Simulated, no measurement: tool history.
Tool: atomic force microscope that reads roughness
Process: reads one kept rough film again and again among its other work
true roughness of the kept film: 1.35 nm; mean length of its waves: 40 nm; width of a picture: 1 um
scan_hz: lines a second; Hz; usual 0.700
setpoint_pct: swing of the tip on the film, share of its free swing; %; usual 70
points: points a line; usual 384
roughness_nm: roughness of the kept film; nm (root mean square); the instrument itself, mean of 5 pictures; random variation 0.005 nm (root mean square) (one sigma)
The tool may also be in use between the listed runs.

Run 1, day 0.000: usual settings. Result: roughness_nm 1.288 nm (root mean square).
Run 2, day 2.029: usual settings. Result: roughness_nm 1.263 nm (root mean square).
Run 3, day 3.462: usual settings but scan_hz 1.469 Hz. Result: roughness_nm 1.229 nm (root mean square).
At day 3.571: new tip fitted.
At day 4.900: height scale calibrated on a step standard.
Run 4, day 5.279: usual settings but scan_hz 1.469 Hz. Result: roughness_nm 1.284 nm (root mean square).
Run 5, day 7.312: usual settings but scan_hz 1.469 Hz. Result: roughness_nm 1.243 nm (root mean square).
At day 8.233: new tip fitted.
Run 6, day 9.321: usual settings but scan_hz 1.469 Hz. Result: roughness_nm 1.286 nm (root mean square).
Run 7, day 10.400: usual settings but points 342. Result: roughness_nm 1.302 nm (root mean square).
At day 11.796: height scale calibrated on a step standard, once more.
Run 8, day 12.342: usual settings but points 342. Result: roughness_nm 1.226 nm (root mean square).
At day 12.871: new tip fitted.
Run 9, day 13.450: usual settings but points 342. Result: roughness_nm 1.292 nm (root mean square).
Run 10, day 15.267: usual settings but scan_hz 2.695 Hz. Result: roughness_nm 1.198 nm (root mean square).
Run 11, day 16.592: usual settings. Result: roughness_nm 1.239 nm (root mean square).
At day 17.562: new tip fitted.
Run 12, day 18.525: usual settings. Result: roughness_nm 1.280 nm (root mean square).
Run 13, day 19.596: usual settings but setpoint_pct 85 %. Result: roughness_nm 1.232 nm (root mean square).
Run 14, day 20.942: usual settings but setpoint_pct 85 %. Result: roughness_nm 1.211 nm (root mean square).
At day 22.258: new tip fitted.
Run 15, day 22.675: usual settings but setpoint_pct 85 %. Result: roughness_nm 1.258 nm (root mean square).
Run 16, day 24.075: usual settings but setpoint_pct 85 %. Result: roughness_nm 1.241 nm (root mean square).
Run 17, day 26.083: usual settings but setpoint_pct 85 %. Result: roughness_nm 1.216 nm (root mean square).
At day 26.912: new tip fitted.
Run 18, day 28.062: usual settings but setpoint_pct 64 %. Result: roughness_nm 1.288 nm (root mean square).
Run 19, day 29.808: usual settings. Result: roughness_nm 1.249 nm (root mean square).
Run 20, day 31.446: usual settings. Result: roughness_nm 1.225 nm (root mean square).
At day 31.600: new tip fitted.
Run 21, day 33.417: usual settings but points 258. Result: roughness_nm 1.265 nm (root mean square).
Run 22, day 35.075: usual settings but points 469. Result: roughness_nm 1.258 nm (root mean square).
Run 23, day 36.133: usual settings but points 469. Result: roughness_nm 1.226 nm (root mean square).
At day 36.342: new tip fitted.
Run 24, day 37.892: usual settings but points 469. Result: roughness_nm 1.271 nm (root mean square).
Run 25, day 39.879: usual settings but points 469. Result: roughness_nm 1.247 nm (root mean square).
At day 41.000: new tip fitted.
Run 26, day 41.754: usual settings but points 469. Result: roughness_nm 1.298 nm (root mean square).
Run 27, day 42.988: usual settings but setpoint_pct 74 %, points 362. Result: roughness_nm 1.258 nm (root mean square).
Run 28, day 44.142: usual settings but points 488. Result: roughness_nm 1.257 nm (root mean square).
At day 45.704: new tip fitted.
Run 29, day 46.071: usual settings but setpoint_pct 65 %, points 703. Result: roughness_nm 1.304 nm (root mean square).
Run 30, day 48.054: usual settings but scan_hz 2.035 Hz, setpoint_pct 65 %, points 624. Result: roughness_nm 1.250 nm (root mean square).
Run 31, day 50.079: usual settings but scan_hz 1.492 Hz, points 430. Result: roughness_nm 1.217 nm (root mean square).
At day 50.346: new tip fitted.
Run 32, day 51.704: usual settings but scan_hz 0.945 Hz, setpoint_pct 61 %, points 667. Result: roughness_nm 1.298 nm (root mean square).
Run 33, day 53.488: usual settings but scan_hz 1.954 Hz. Result: roughness_nm 1.229 nm (root mean square).
Run 34, day 54.508: usual settings but scan_hz 1.954 Hz. Result: roughness_nm 1.205 nm (root mean square).

The next listed run, before its measurement:
At day 55.025: new tip fitted.
Run 35, day 55.796: usual settings but scan_hz 1.954 Hz. Result: roughness_nm ?.

roughness_nm: 1.255 nm (root mean square)
Without the tool's hidden state the same run would have given roughness_nm 1.248 nm (root mean square).

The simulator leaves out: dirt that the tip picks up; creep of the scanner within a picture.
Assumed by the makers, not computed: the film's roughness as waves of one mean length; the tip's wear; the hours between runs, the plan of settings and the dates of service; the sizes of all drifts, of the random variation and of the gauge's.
